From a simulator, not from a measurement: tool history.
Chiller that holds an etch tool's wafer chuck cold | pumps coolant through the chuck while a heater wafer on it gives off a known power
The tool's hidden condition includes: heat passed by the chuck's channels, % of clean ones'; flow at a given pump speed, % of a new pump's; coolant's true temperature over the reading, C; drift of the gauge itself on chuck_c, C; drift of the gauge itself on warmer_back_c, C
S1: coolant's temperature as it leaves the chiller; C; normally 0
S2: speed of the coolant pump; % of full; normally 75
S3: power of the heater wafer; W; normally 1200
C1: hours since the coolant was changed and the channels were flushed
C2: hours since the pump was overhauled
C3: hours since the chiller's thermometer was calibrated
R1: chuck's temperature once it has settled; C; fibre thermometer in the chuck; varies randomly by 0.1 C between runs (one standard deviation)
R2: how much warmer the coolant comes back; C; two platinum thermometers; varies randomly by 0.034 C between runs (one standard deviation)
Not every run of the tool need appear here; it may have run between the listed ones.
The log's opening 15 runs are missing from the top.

{"run": 16, "day": 79.738, "S1": 3, "S2": 75, "S3": 1200, "C1": 3333, "C2": 131, "C3": 3333, "R1": 14.7, "R2": 5.46}
{"run": 17, "day": 86.312, "S1": 2, "S2": 72, "S3": 1330, "C1": 3490, "C2": 288, "C3": 3490, "R1": 15, "R2": 6.43}
{"run": 18, "day": 91.3, "S1": 2, "S2": 72, "S3": 1330, "C1": 3610, "C2": 408, "C3": 3610, "R1": 15.1, "R2": 6.41}
{"run": 19, "day": 98.471, "S1": 2, "S2": 72, "S3": 1330, "C1": 3782, "C2": 580, "C3": 3782, "R1": 15.4, "R2": 6.47}
{"run": 20, "day": 103.4, "S1": 0, "S2": 74, "S3": 1200, "C1": 3900, "C2": 698, "C3": 3900, "R1": 11.7, "R2": 5.6}
{"run": 21, "day": 107.196, "S1": -6, "S2": 60, "S3": 1200, "C1": 3991, "C2": 790, "C3": 3991, "R1": 7.4, "R2": 6.95}
{"run": 22, "day": 110.988, "S1": 2, "S2": 63, "S3": 646, "C1": 4083, "C2": 881, "C3": 4083, "R1": 9.1, "R2": 3.58}
{"run": 23, "day": 116.125, "S1": -8, "S2": 63, "S3": 1123, "C1": 4206, "C2": 1004, "C3": 4206, "R1": 4.1, "R2": 6.2}
{"run": 24, "day": 121.375, "S1": -8, "S2": 79, "S3": 780, "C1": 4332, "C2": 1130, "C3": 4332, "R1": -0.2, "R2": 3.4}
{"day": 125.608, "done": "chiller's thermometer calibrated"}
{"run": 25, "day": 127.862, "S1": 0, "S2": 82, "S3": 1200, "C1": 4487, "C2": 1285, "C3": 54, "R1": 11, "R2": 5.07}
{"run": 26, "day": 135.142, "S1": 9, "S2": 71, "S3": 1349, "C1": 4661, "C2": 1459, "C3": 229, "R1": 22.6, "R2": 6.65}
{"run": 27, "day": 140.867, "S1": 9, "S2": 71, "S3": 1349, "C1": 4799, "C2": 1597, "C3": 366, "R1": 22.7, "R2": 6.64}
{"run": 28, "day": 144.596, "S1": 9, "S2": 71, "S3": 1349, "C1": 4888, "C2": 1686, "C3": 456, "R1": 22.6, "R2": 6.61}
{"run": 29, "day": 151.242, "S1": 0, "S2": 70, "S3": 1298, "C1": 5048, "C2": 1846, "C3": 615, "R1": 13.3, "R2": 6.51}
{"run": 30, "day": 157.654, "S1": 0, "S2": 70, "S3": 1298, "C1": 5202, "C2": 2000, "C3": 769, "R1": 13.3, "R2": 6.49}
{"run": 31, "day": 162.479, "S1": -5, "S2": 68, "S3": 1249, "C1": 5317, "C2": 2115, "C3": 885, "R1": 8.1, "R2": 6.43}
{"run": 32, "day": 166.371, "S1": -5, "S2": 68, "S3": 1249, "C1": 5411, "C2": 2209, "C3": 978, "R1": 8.2, "R2": 6.44}

4 ways to go on from here, each from the tool as it stands after run 32. What would each give?
{"run": "A", "day": 172.542, "S1": 0, "S2": 75, "S3": 1772, "C1": 5559, "C2": 2357, "C3": 1126, "R1": "?", "R2": "?"}
{"run": "B", "day": 172.542, "S1": 0, "S2": 75, "S3": 752, "C1": 5559, "C2": 2357, "C3": 1126, "R1": "?", "R2": "?"}
{"run": "C", "day": 172.542, "S1": 0, "S2": 75, "S3": 640, "C1": 5559, "C2": 2357, "C3": 1126, "R1": "?", "R2": "?"}
{"run": "D", "day": 172.542, "S1": -3, "S2": 75, "S3": 1200, "C1": 5559, "C2": 2357, "C3": 1126, "R1": "?", "R2": "?"}

run=A R1=17.7 R2=8.29
run=B R1=7.5 R2=3.53
run=C R1=6.4 R2=3
run=D R1=8.9 R2=5.63
Had the tool no hidden state, the same runs would have come out as:
run=A R1=15.8 R2=8.16
run=B R1=6.7 R2=3.47
run=C R1=5.7 R2=2.95
run=D R1=7.6 R2=5.54

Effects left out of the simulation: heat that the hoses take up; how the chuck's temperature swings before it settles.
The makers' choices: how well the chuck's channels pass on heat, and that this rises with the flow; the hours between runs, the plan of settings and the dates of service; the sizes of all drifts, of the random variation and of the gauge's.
